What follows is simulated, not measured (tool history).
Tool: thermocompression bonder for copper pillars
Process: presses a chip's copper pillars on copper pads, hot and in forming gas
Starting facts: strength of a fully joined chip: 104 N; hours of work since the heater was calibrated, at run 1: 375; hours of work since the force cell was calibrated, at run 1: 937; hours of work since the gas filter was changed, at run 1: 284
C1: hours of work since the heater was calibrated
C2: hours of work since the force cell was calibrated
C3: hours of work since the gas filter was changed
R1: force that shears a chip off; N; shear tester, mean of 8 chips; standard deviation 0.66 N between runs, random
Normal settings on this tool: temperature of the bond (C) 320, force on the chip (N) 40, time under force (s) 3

run 1 hour=0.0 | temperature_of_the_bond_(C)=320 force_on_the_chip_(N)=40 time_under_force_(s)=3 | C1=375 C2=937 C3=284 | R1=36.9
-- hour=10.3 forming gas filter changed
run 2 hour=42.8 | temperature_of_the_bond_(C)=320 force_on_the_chip_(N)=40 time_under_force_(s)=3 | C1=393 C2=955 C3=14 | R1=39.9
run 3 hour=98.4 | temperature_of_the_bond_(C)=320 force_on_the_chip_(N)=40 time_under_force_(s)=3 | C1=417 C2=979 C3=38 | R1=40.0
run 4 hour=155.4 | temperature_of_the_bond_(C)=292 force_on_the_chip_(N)=40 time_under_force_(s)=3 | C1=442 C2=1004 C3=62 | R1=29.9
run 5 hour=232.0 | temperature_of_the_bond_(C)=292 force_on_the_chip_(N)=40 time_under_force_(s)=2 | C1=475 C2=1037 C3=95 | R1=24.2
-- hour=238.6 force cell calibrated
run 6 hour=321.0 | temperature_of_the_bond_(C)=316 force_on_the_chip_(N)=40 time_under_force_(s)=3 | C1=512 C2=35 C3=133 | R1=37.5
run 7 hour=400.0 | temperature_of_the_bond_(C)=316 force_on_the_chip_(N)=40 time_under_force_(s)=3 | C1=546 C2=69 C3=167 | R1=36.8
run 8 hour=445.5 | temperature_of_the_bond_(C)=316 force_on_the_chip_(N)=40 time_under_force_(s)=3 | C1=566 C2=89 C3=186 | R1=36.0
run 9 hour=519.1 | temperature_of_the_bond_(C)=331 force_on_the_chip_(N)=40 time_under_force_(s)=4 | C1=597 C2=121 C3=218 | R1=45.2
run 10 hour=601.8 | temperature_of_the_bond_(C)=341 force_on_the_chip_(N)=34 time_under_force_(s)=4 | C1=633 C2=156 C3=253 | R1=43.2
run 11 hour=650.7 | temperature_of_the_bond_(C)=341 force_on_the_chip_(N)=24 time_under_force_(s)=2 | C1=654 C2=177 C3=274 | R1=23.9

The next listed run, before its measurement:
-- hour=666.5 force cell calibrated, once more
-- hour=685.1 forming gas filter changed
run 12 hour=692.3 | temperature_of_the_bond_(C)=346 force_on_the_chip_(N)=40 time_under_force_(s)=2 | C1=671 C2=11 C3=3 | R1=?

{"run 12": {"R1": 43.9}}
The same run, on a tool lacking any hidden state, would have yielded R1 46.3 N.

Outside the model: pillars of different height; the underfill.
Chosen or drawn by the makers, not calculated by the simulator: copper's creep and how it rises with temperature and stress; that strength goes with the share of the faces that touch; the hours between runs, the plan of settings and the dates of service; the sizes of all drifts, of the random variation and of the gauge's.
